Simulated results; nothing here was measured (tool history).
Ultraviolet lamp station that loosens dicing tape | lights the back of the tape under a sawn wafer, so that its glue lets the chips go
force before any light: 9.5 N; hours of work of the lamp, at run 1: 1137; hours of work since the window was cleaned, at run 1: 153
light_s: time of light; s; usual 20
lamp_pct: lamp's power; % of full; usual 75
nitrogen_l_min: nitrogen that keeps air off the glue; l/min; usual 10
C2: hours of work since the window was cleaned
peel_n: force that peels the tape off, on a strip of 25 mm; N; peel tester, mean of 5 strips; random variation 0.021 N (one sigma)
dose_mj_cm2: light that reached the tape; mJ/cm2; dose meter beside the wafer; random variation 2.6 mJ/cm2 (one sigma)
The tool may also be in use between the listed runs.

Run 1, hour 0: usual settings; hours of work of the lamp 1137; C2 153. Result: peel_n 1.934 N, dose_mj_cm2 231 mJ/cm2.
Run 2, hour 34.7: usual settings; hours of work of the lamp 1157; C2 173. Result: peel_n 1.938 N, dose_mj_cm2 227 mJ/cm2.
Run 3, hour 88.5: usual settings; hours of work of the lamp 1189; C2 205. Result: peel_n 2.102 N, dose_mj_cm2 220 mJ/cm2.
Run 4, hour 143.1: usual settings; hours of work of the lamp 1221; C2 237. Result: peel_n 2.108 N, dose_mj_cm2 215 mJ/cm2.
Run 5, hour 198.3: usual settings; hours of work of the lamp 1254; C2 270. Result: peel_n 2.232 N, dose_mj_cm2 211 mJ/cm2.
At hour 204.2: window cleaned of glue's vapour.
Run 6, hour 225.4: usual settings but lamp_pct 83 % of full; hours of work of the lamp 1269; C2 13. Result: peel_n 1.655 N, dose_mj_cm2 260 mJ/cm2.
Run 7, hour 257.1: usual settings but lamp_pct 83 % of full; hours of work of the lamp 1288; C2 31. Result: peel_n 1.621 N, dose_mj_cm2 253 mJ/cm2.
Run 8, hour 311: usual settings but lamp_pct 83 % of full; hours of work of the lamp 1320; C2 63. Result: peel_n 1.737 N, dose_mj_cm2 247 mJ/cm2.
Run 9, hour 349.3: usual settings; hours of work of the lamp 1342; C2 86. Result: peel_n 2.065 N, dose_mj_cm2 218 mJ/cm2.
Run 10, hour 375.1: usual settings; hours of work of the lamp 1358; C2 101. Result: peel_n 2.077 N, dose_mj_cm2 214 mJ/cm2.
Run 11, hour 402.7: usual settings; hours of work of the lamp 1374; C2 117. Result: peel_n 2.154 N, dose_mj_cm2 210 mJ/cm2.
Run 12, hour 460.4: usual settings but light_s 38 s; hours of work of the lamp 1408; C2 151. Result: peel_n 0.718 N, dose_mj_cm2 392 mJ/cm2.
Run 13, hour 518.6: usual settings but nitrogen_l_min 5 l/min; hours of work of the lamp 1442; C2 186. Result: peel_n 2.789 N, dose_mj_cm2 205 mJ/cm2.
Run 14, hour 543.4: usual settings but nitrogen_l_min 4 l/min; hours of work of the lamp 1457; C2 200. Result: peel_n 3.156 N, dose_mj_cm2 198 mJ/cm2.
Run 15, hour 571.2: usual settings but nitrogen_l_min 4 l/min; hours of work of the lamp 1473; C2 217. Result: peel_n 3.267 N, dose_mj_cm2 199 mJ/cm2.
Run 16, hour 613.2: usual settings but nitrogen_l_min 4 l/min; hours of work of the lamp 1498; C2 241. Result: peel_n 3.261 N, dose_mj_cm2 193 mJ/cm2.
Run 17, hour 659.8: usual settings but light_s 12 s, nitrogen_l_min 9 l/min; hours of work of the lamp 1526; C2 269. Result: peel_n 4.358 N, dose_mj_cm2 113 mJ/cm2.
At hour 666.9: window cleaned of glue's vapour.
Run 18, hour 695.6: usual settings but light_s 12 s, nitrogen_l_min 9 l/min; hours of work of the lamp 1547; C2 17. Result: peel_n 4.097 N, dose_mj_cm2 124 mJ/cm2.
Run 19, hour 728.3: usual settings but light_s 11 s, lamp_pct 99 % of full, nitrogen_l_min 9 l/min; hours of work of the lamp 1566; C2 36. Result: peel_n 3.351 N, dose_mj_cm2 150 mJ/cm2.
Run 20, hour 757.8: usual settings but light_s 11 s, lamp_pct 99 % of full, nitrogen_l_min 9 l/min; hours of work of the lamp 1583; C2 54. Result: peel_n 3.533 N, dose_mj_cm2 148 mJ/cm2.
Run 21, hour 806.4: usual settings but nitrogen_l_min 4 l/min; hours of work of the lamp 1612; C2 82. Result: peel_n 3.266 N, dose_mj_cm2 200 mJ/cm2.
At hour 849.9: lamp changed.
Run 22, hour 860: usual settings but nitrogen_l_min 4 l/min; hours of work of the lamp 6; C2 113. Result: peel_n 1.779 N, dose_mj_cm2 317 mJ/cm2.
Run 23, hour 893.4: usual settings but light_s 23 s, lamp_pct 69 % of full, nitrogen_l_min 5 l/min; hours of work of the lamp 26; C2 133. Result: peel_n 1.477 N, dose_mj_cm2 328 mJ/cm2.
Run 24, hour 941.6: usual settings but light_s 17 s, lamp_pct 87 % of full, nitrogen_l_min 15 l/min; hours of work of the lamp 54; C2 162. Result: peel_n 1.091 N, dose_mj_cm2 299 mJ/cm2.
Run 25, hour 971: usual settings but light_s 17 s, lamp_pct 87 % of full, nitrogen_l_min 15 l/min; hours of work of the lamp 71; C2 179. Result: peel_n 1.079 N, dose_mj_cm2 295 mJ/cm2.
Run 26, hour 1004.2: usual settings but light_s 17 s, lamp_pct 80 % of full, nitrogen_l_min 15 l/min; hours of work of the lamp 91; C2 199. Result: peel_n 1.301 N, dose_mj_cm2 264 mJ/cm2.
Run 27, hour 1032.4: usual settings but light_s 13 s, lamp_pct 63 % of full; hours of work of the lamp 108; C2 215. Result: peel_n 3.126 N, dose_mj_cm2 165 mJ/cm2.
Run 28, hour 1068.7: usual settings but light_s 32 s, lamp_pct 63 % of full, nitrogen_l_min 9 l/min; hours of work of the lamp 129; C2 237. Result: peel_n 0.782 N, dose_mj_cm2 387 mJ/cm2.

Measured less the same run without the tool's hidden state. The same run-to-run variation is in both; the gauge's scatter may not be:
The hidden state here: lamp's light, % of a new lamp's; light that the window lets through, % of a clean one's; drift of the gauge itself on peel_n, %; drift of the gauge itself on dose_mj_cm2, %.
run  peel_n  dose_mj_cm2
  1  +0.927         -105
  2  +0.952         -109
  3  +1.075         -114
  4  +1.109         -120
  5  +1.217         -124
  6  +0.823         -114
  7   +0.83         -119
  8  +0.928         -124
  9  +1.071         -116
 10  +1.089         -118
 11  +1.149         -120
 12  +0.439         -239
 13  +1.433         -133
 14   +1.58         -133
 15  +1.653         -137
 16  +1.682         -142
 17   +1.91          -87
 18  +1.615          -76
 19  +1.536          -94
 20  +1.648          -95
 21  +1.654         -136
 22  +0.175          -20
 23  +0.187          -26
 24  +0.192          -30
 25  +0.209          -34
 26  +0.266          -34
 27  +0.442          -23
 28  +0.209          -61
